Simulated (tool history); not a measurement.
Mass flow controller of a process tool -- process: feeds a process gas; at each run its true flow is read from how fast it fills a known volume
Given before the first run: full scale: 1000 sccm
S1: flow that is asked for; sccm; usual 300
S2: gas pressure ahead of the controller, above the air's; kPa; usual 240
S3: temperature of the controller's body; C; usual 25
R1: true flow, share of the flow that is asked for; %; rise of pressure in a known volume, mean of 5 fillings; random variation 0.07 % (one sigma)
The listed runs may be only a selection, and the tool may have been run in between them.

run	hour	S1	S2	S3	R1
1	0.0	300	240	25	99.90
2	150.9	300	240	22	99.53
3	342.9	136	240	25	101.09
4	579.4	136	240	37	102.49
5	771.3	136	240	37	102.63
6	945.0	300	240	25	100.18
7	1107.5	300	240	25	100.26
8	1214.7	300	240	25	100.31
9	1424.9	300	240	25	100.32
10	1583.2	300	240	25	100.42
11	1768.3	300	240	25	100.52
12	2027.7	300	240	25	100.62
13	2237.9	847	152	38	101.53
14	2489.6	195	240	38	102.99
15	2718.8	195	240	38	103.26
16	2950.4	473	157	37	101.73
17	3092.2	186	157	28	103.13
18	3205.5	186	232	28	102.98
19	3418.7	479	202	28	100.74
20	3599.9	817	156	36	101.56
21	3760.6	133	230	38	105.99
22	3963.3	133	230	38	106.21
23	4119.4	133	230	38	106.51
24	4294.7	300	146	22	101.89

5 options for the next run, each taken on its own from the tool as it stands now. Forecast them:
A	4541.1	538	215	25	?
B	4541.1	146	147	27	?
C	4541.1	300	254	25	?
D	4541.1	318	244	22	?
E	4541.1	115	186	24	?

run	R1
A	100.47
B	105.71
C	101.53
D	101.01
E	107.10
Had the tool no hidden state, the same runs would have come out as:
run	R1
A	99.28
B	99.38
C	98.83
D	98.50
E	98.88
